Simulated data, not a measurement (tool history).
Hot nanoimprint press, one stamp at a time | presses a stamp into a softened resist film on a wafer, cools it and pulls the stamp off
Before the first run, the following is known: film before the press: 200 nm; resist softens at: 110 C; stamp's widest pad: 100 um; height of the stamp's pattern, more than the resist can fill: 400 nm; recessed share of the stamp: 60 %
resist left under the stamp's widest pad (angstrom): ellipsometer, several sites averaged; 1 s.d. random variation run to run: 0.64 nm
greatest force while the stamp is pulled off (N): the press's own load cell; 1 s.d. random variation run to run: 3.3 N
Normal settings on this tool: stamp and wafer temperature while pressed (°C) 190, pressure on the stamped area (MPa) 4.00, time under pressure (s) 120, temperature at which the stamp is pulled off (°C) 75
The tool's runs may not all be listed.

run,day,stamp and wafer temperature while pressed (°C),pressure on the stamped area (MPa),time under pressure (s),temperature at which the stamp is pulled off (°C),resist left under the stamp's widest pad (angstrom),greatest force while the stamp is pulled off (N)
1,0.000,190,4.00,120,75,898,148
2,3.417,190,4.00,120,75,901,160
3,5.829,190,4.00,120,75,894,152
4,8.921,190,4.00,120,75,905,155
5,11.062,190,4.00,120,75,890,158
6,13.000,190,4.00,120,62,905,206
# day 16.504: plate thermocouple calibrated
7,16.575,190,4.00,120,81,899,136
8,20.629,190,4.00,120,81,906,135
9,23.133,181,4.00,120,75,1279,160
10,27.308,181,4.00,120,75,1272,159
# day 29.133: stamp cleaned and given a new release coat
11,30.121,190,4.00,120,75,904,161
12,33.575,190,4.00,120,83,894,122
13,36.050,190,4.00,120,75,907,155
# day 38.575: press's hydraulic seals changed and the load cell set to zero
14,38.942,190,4.00,120,75,905,156
15,41.408,187,4.00,120,75,1015,158
16,45.421,182,3.66,197,75,1081,153
17,48.325,183,4.00,71,75,1378,158
# day 49.067: plate thermocouple calibrated
18,50.692,183,4.00,71,75,1380,151
19,53.912,200,4.00,188,75,509,160
20,56.404,190,4.30,88,81,980,137
# day 58.533: stamp cleaned and given a new release coat
21,58.896,190,4.30,88,81,982,135
22,63.217,190,3.14,144,63,944,198
23,66.829,190,4.00,120,77,907,155
24,70.208,190,4.00,120,77,917,149
25,72.642,185,5.12,65,67,1206,183
26,76.408,202,4.00,64,61,741,211
27,79.954,190,4.00,171,65,801,201
# day 81.308: plate thermocouple calibrated
28,83.258,180,2.92,88,70,1537,178
29,86.358,192,2.97,88,70,1078,173

Consider 4 possible next runs. They are alternatives, not a sequence: every one starts from the tool as it was left by run 29. What does each give?
# day 87.762: stamp cleaned and given a new release coat
A,90.467,184,4.00,96,69,?,?
# day 87.762: stamp cleaned and given a new release coat
B,90.467,192,2.40,88,70,?,?
# day 87.762: stamp cleaned and given a new release coat
C,90.467,182,3.45,88,70,?,?
# day 87.762: stamp cleaned and given a new release coat
D,90.467,183,2.50,120,72,?,?

run,resist left under the stamp's widest pad (angstrom),greatest force while the stamp is pulled off (N)
A,1221,173
B,1181,174
C,1381,176
D,1387,162
Without the tool's unlogged condition, the same runs would have read:
run,resist left under the stamp's widest pad (angstrom),greatest force while the stamp is pulled off (N)
A,1220,172
B,1180,174
C,1380,175
D,1386,162

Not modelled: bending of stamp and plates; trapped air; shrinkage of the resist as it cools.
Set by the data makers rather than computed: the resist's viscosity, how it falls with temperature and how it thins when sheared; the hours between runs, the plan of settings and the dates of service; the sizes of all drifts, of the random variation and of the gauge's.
